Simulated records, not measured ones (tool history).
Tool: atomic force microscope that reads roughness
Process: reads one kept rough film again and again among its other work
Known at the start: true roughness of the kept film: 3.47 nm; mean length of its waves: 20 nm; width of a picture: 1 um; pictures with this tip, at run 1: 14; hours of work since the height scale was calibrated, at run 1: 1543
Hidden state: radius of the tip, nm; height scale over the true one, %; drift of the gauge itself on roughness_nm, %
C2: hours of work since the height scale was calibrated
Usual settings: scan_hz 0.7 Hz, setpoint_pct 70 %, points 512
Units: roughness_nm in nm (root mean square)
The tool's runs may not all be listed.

run 1 hour=0 | scan_hz=0.7 setpoint_pct=70 points=512 | pictures_with_this_tip=14 C2=1543 | roughness_nm=2.348
run 2 hour=44.4 | scan_hz=1.133 setpoint_pct=70 points=512 | pictures_with_this_tip=106 C2=1575 | roughness_nm=1.905
run 3 hour=90.6 | scan_hz=1.133 setpoint_pct=70 points=512 | pictures_with_this_tip=201 C2=1608 | roughness_nm=1.63
run 4 hour=140 | scan_hz=1.133 setpoint_pct=70 points=512 | pictures_with_this_tip=303 C2=1644 | roughness_nm=1.412
-- hour=165.5 new tip fitted
run 5 hour=173.4 | scan_hz=1.133 setpoint_pct=70 points=512 | pictures_with_this_tip=17 C2=1668 | roughness_nm=2.273
run 6 hour=209.1 | scan_hz=1.133 setpoint_pct=70 points=512 | pictures_with_this_tip=90 C2=1694 | roughness_nm=1.972
run 7 hour=235.3 | scan_hz=1.133 setpoint_pct=70 points=512 | pictures_with_this_tip=145 C2=1713 | roughness_nm=1.789
run 8 hour=290.2 | scan_hz=0.7 setpoint_pct=70 points=702 | pictures_with_this_tip=258 C2=1753 | roughness_nm=1.557
-- hour=338.4 new tip fitted
run 9 hour=340.2 | scan_hz=0.7 setpoint_pct=70 points=702 | pictures_with_this_tip=4 C2=1789 | roughness_nm=2.424
-- hour=345.2 height scale calibrated on a step standard
run 10 hour=367.7 | scan_hz=0.7 setpoint_pct=70 points=702 | pictures_with_this_tip=59 C2=16 | roughness_nm=2.169
run 11 hour=421.2 | scan_hz=0.7 setpoint_pct=70 points=627 | pictures_with_this_tip=169 C2=55 | roughness_nm=1.73
run 12 hour=475.3 | scan_hz=0.7 setpoint_pct=70 points=627 | pictures_with_this_tip=281 C2=95 | roughness_nm=1.489
-- hour=510.7 new tip fitted
run 13 hour=524.9 | scan_hz=0.7 setpoint_pct=70 points=627 | pictures_with_this_tip=29 C2=130 | roughness_nm=2.316
-- hour=530.3 height scale calibrated on a step standard, once more
run 14 hour=550.5 | scan_hz=0.7 setpoint_pct=70 points=627 | pictures_with_this_tip=80 C2=15 | roughness_nm=2.093
run 15 hour=586.3 | scan_hz=0.7 setpoint_pct=70 points=627 | pictures_with_this_tip=154 C2=41 | roughness_nm=1.829
run 16 hour=612.6 | scan_hz=2.049 setpoint_pct=90 points=343 | pictures_with_this_tip=208 C2=60 | roughness_nm=1.307
run 17 hour=647.5 | scan_hz=0.78 setpoint_pct=85 points=407 | pictures_with_this_tip=280 C2=85 | roughness_nm=1.394
run 18 hour=679.7 | scan_hz=0.78 setpoint_pct=85 points=407 | pictures_with_this_tip=346 C2=109 | roughness_nm=1.29
-- hour=684.9 new tip fitted
run 19 hour=711.8 | scan_hz=2.584 setpoint_pct=86 points=910 | pictures_with_this_tip=55 C2=132 | roughness_nm=1.699
run 20 hour=738.5 | scan_hz=2.615 setpoint_pct=79 points=512 | pictures_with_this_tip=111 C2=151 | roughness_nm=1.641
run 21 hour=791.2 | scan_hz=1.296 setpoint_pct=79 points=972 | pictures_with_this_tip=219 C2=189 | roughness_nm=1.526
run 22 hour=819.9 | scan_hz=3.557 setpoint_pct=59 points=622 | pictures_with_this_tip=278 C2=210 | roughness_nm=1.412
run 23 hour=847.4 | scan_hz=3.557 setpoint_pct=59 points=622 | pictures_with_this_tip=335 C2=230 | roughness_nm=1.318
-- hour=855.7 new tip fitted
run 24 hour=876.3 | scan_hz=3.557 setpoint_pct=59 points=403 | pictures_with_this_tip=43 C2=251 | roughness_nm=2.097
run 25 hour=902.8 | scan_hz=3.557 setpoint_pct=59 points=403 | pictures_with_this_tip=98 C2=270 | roughness_nm=1.915
run 26 hour=957.2 | scan_hz=2.32 setpoint_pct=55 points=477 | pictures_with_this_tip=210 C2=310 | roughness_nm=1.655
run 27 hour=996.9 | scan_hz=1.276 setpoint_pct=55 points=575 | pictures_with_this_tip=292 C2=338 | roughness_nm=1.508
-- hour=1029 new tip fitted
run 28 hour=1051.1 | scan_hz=1.276 setpoint_pct=55 points=575 | pictures_with_this_tip=45 C2=377 | roughness_nm=2.24

Forecast each of these 4 alternatives for the next run:
run A hour=1080.8 | scan_hz=0.561 setpoint_pct=55 points=888 | pictures_with_this_tip=107 C2=399 | roughness_nm=?
run B hour=1080.8 | scan_hz=0.7 setpoint_pct=59 points=512 | pictures_with_this_tip=107 C2=399 | roughness_nm=?
run C hour=1080.8 | scan_hz=0.7 setpoint_pct=78 points=794 | pictures_with_this_tip=107 C2=399 | roughness_nm=?
run D hour=1080.8 | scan_hz=1.74 setpoint_pct=78 points=480 | pictures_with_this_tip=107 C2=399 | roughness_nm=?

run=A roughness_nm=2.045
run=B roughness_nm=2.021
run=C roughness_nm=1.969
run=D roughness_nm=1.788
Without the tool's hidden state the same runs would have given:
run=A roughness_nm=2.538
run=B roughness_nm=2.509
run=C roughness_nm=2.443
run=D roughness_nm=2.222

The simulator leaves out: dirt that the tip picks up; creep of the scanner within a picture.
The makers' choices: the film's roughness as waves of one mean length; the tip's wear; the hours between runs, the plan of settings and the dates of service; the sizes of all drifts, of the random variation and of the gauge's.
